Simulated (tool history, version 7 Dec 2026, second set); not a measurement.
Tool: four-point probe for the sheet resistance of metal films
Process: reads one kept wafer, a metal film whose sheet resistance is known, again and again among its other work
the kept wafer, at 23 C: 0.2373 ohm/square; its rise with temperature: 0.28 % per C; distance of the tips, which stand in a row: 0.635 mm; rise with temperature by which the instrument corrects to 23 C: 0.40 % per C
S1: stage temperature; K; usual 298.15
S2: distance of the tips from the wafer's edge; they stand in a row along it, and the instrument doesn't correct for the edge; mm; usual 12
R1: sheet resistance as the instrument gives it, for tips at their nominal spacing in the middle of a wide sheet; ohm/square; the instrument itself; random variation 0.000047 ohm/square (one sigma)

{"run": 1, "hour": 0.0, "S1": 298.15, "S2": 12, "R1": 0.236779}
{"run": 2, "hour": 25.9, "S1": 298.15, "S2": 12, "R1": 0.236747}
{"run": 3, "hour": 70.4, "S1": 294.15, "S2": 12, "R1": 0.238004}
{"run": 4, "hour": 119.6, "S1": 298.15, "S2": 12, "R1": 0.236925}
{"run": 5, "hour": 148.1, "S1": 298.15, "S2": 12, "R1": 0.236869}
{"run": 6, "hour": 174.2, "S1": 298.15, "S2": 12, "R1": 0.236834}
{"run": 7, "hour": 209.5, "S1": 298.15, "S2": 12, "R1": 0.236983}
{"run": 8, "hour": 264.9, "S1": 298.15, "S2": 12, "R1": 0.236884}
{"run": 9, "hour": 319.0, "S1": 298.15, "S2": 16, "R1": 0.236779}
{"run": 10, "hour": 368.6, "S1": 298.15, "S2": 16, "R1": 0.236761}
{"run": 11, "hour": 409.3, "S1": 298.15, "S2": 34, "R1": 0.236727}
{"run": 12, "hour": 465.4, "S1": 298.15, "S2": 12, "R1": 0.237018}
{"run": 13, "hour": 491.0, "S1": 298.15, "S2": 12, "R1": 0.237069}
{"run": 14, "hour": 521.3, "S1": 298.15, "S2": 12, "R1": 0.237028}
{"run": 15, "hour": 574.0, "S1": 298.15, "S2": 12, "R1": 0.237046}
{"run": 16, "hour": 621.8, "S1": 298.15, "S2": 12, "R1": 0.237087}
{"run": 17, "hour": 651.8, "S1": 298.15, "S2": 12, "R1": 0.237128}
{"run": 18, "hour": 687.9, "S1": 298.15, "S2": 12, "R1": 0.237135}
{"run": 19, "hour": 716.3, "S1": 298.15, "S2": 12, "R1": 0.237124}
{"run": 20, "hour": 765.1, "S1": 302.15, "S2": 12, "R1": 0.236082}
{"run": 21, "hour": 808.2, "S1": 302.15, "S2": 12, "R1": 0.236123}
{"run": 22, "hour": 848.9, "S1": 298.15, "S2": 12, "R1": 0.237173}
{"run": 23, "hour": 904.5, "S1": 298.15, "S2": 12, "R1": 0.23731}
{"run": 24, "hour": 948.2, "S1": 298.15, "S2": 62, "R1": 0.23693}
{"run": 25, "hour": 984.0, "S1": 302.15, "S2": 9, "R1": 0.236395}
{"run": 26, "hour": 1007.3, "S1": 302.15, "S2": 9, "R1": 0.236426}
{"run": 27, "hour": 1041.3, "S1": 302.15, "S2": 26, "R1": 0.235896}
{"run": 28, "hour": 1091.1, "S1": 302.15, "S2": 26, "R1": 0.235849}
{"run": 29, "hour": 1136.6, "S1": 302.15, "S2": 26, "R1": 0.236014}
{"run": 30, "hour": 1163.2, "S1": 305.15, "S2": 23, "R1": 0.235181}
{"run": 31, "hour": 1211.5, "S1": 305.15, "S2": 23, "R1": 0.235209}
{"hour": 1214.5, "done": "stage's thermometer calibrated"}
{"run": 32, "hour": 1267.8, "S1": 297.15, "S2": 43, "R1": 0.237574}
{"run": 33, "hour": 1298.0, "S1": 303.15, "S2": 38, "R1": 0.235942}
{"hour": 1309.8, "done": "stage's thermometer calibrated, once more"}
{"run": 34, "hour": 1327.4, "S1": 294.15, "S2": 7, "R1": 0.238855}
{"run": 35, "hour": 1373.2, "S1": 294.15, "S2": 40, "R1": 0.237923}
{"run": 36, "hour": 1405.5, "S1": 294.15, "S2": 40, "R1": 0.237897}
{"run": 37, "hour": 1447.2, "S1": 308.15, "S2": 3, "R1": 0.239494}
{"run": 38, "hour": 1497.3, "S1": 292.15, "S2": 12, "R1": 0.238801}
{"run": 39, "hour": 1530.0, "S1": 292.15, "S2": 12, "R1": 0.238885}
{"run": 40, "hour": 1561.3, "S1": 304.15, "S2": 38, "R1": 0.235125}
{"run": 41, "hour": 1587.2, "S1": 292.15, "S2": 9, "R1": 0.23921}
{"run": 42, "hour": 1618.5, "S1": 298.15, "S2": 40, "R1": 0.236949}
{"run": 43, "hour": 1645.9, "S1": 299.15, "S2": 6, "R1": 0.238038}
{"run": 44, "hour": 1672.2, "S1": 296.15, "S2": 12, "R1": 0.237755}
{"run": 45, "hour": 1696.1, "S1": 307.15, "S2": 12, "R1": 0.234707}

4 ways to go on from here, each from the tool as it stands after run 45. What would each give?
{"run": "A", "hour": 1751.2, "S1": 307.15, "S2": 17, "R1": "?"}
{"run": "B", "hour": 1751.2, "S1": 292.15, "S2": 4, "R1": "?"}
{"run": "C", "hour": 1751.2, "S1": 292.15, "S2": 52, "R1": "?"}
{"run": "D", "hour": 1751.2, "S1": 300.15, "S2": 25, "R1": "?"}

run=A R1=0.234531
run=B R1=0.241913
run=C R1=0.238606
run=D R1=0.23642
Without the tool's hidden state the same runs would have given:
run=A R1=0.234377
run=B R1=0.241754
run=C R1=0.238449
run=D R1=0.236265

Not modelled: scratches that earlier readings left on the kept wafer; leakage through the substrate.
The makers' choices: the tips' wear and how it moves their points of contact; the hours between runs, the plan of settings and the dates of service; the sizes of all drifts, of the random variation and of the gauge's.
